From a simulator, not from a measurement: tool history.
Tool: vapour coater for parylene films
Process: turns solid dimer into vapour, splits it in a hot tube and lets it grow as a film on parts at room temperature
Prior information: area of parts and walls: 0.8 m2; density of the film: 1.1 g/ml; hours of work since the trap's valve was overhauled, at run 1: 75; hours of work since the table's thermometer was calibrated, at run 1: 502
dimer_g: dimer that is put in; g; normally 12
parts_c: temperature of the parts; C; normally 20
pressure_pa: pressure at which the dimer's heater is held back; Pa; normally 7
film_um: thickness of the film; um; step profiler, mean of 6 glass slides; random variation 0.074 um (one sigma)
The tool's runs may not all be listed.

run	hour	dimer_g	parts_c	pressure_pa	hours of work since the trap's valve was overhauled	hours of work since the table's thermometer was calibrated	film_um
1	0	12	20	7	75	502	8.66
2	32.5	12	20	2.74	99	526	10.59
3	75.3	12	20	2.74	129	556	10.46
4	117.1	12	20	2.74	159	586	10.52
5	183.4	12	20	2.74	207	634	10.34
6	237.7	12	20	2.74	246	673	10.18
7	266.9	12	20	3.38	267	694	9.68
8	304.5	12	20	7	294	721	8.11
9	349.6	12	20	7	327	754	8.22
10	407.1	18	20	7	368	795	12.07
11	440.2	18	20	7	392	819	11.87
12	472.5	18	20	7	415	842	11.97
13	540	18	20	7	463	890	11.76
14	590	18	18	7	499	926	12.36
15	636.6	18	18	7	533	960	12.05
16	681.4	8	22	2.63	565	992	5.94
17	730.2	8	22	2.63	600	1027	5.88
18	768	12	13	4.79	627	1054	9.8
# hour 797.7: trap's valve overhauled
19	820.4	12	13	4.79	16	1089	11.14
20	865.1	5	16	7	48	1121	3.95
# hour 877.5: table's thermometer calibrated
21	922.6	5	16	7	89	32	4.04
22	984.9	12	20	8.23	134	77	8.38

Expected results for the next run?
23	1049.6	7	28	2.12	180	124	?

film_um: 5.25 um
Without the tool's hidden state the same run would have given film_um 5.49 um.

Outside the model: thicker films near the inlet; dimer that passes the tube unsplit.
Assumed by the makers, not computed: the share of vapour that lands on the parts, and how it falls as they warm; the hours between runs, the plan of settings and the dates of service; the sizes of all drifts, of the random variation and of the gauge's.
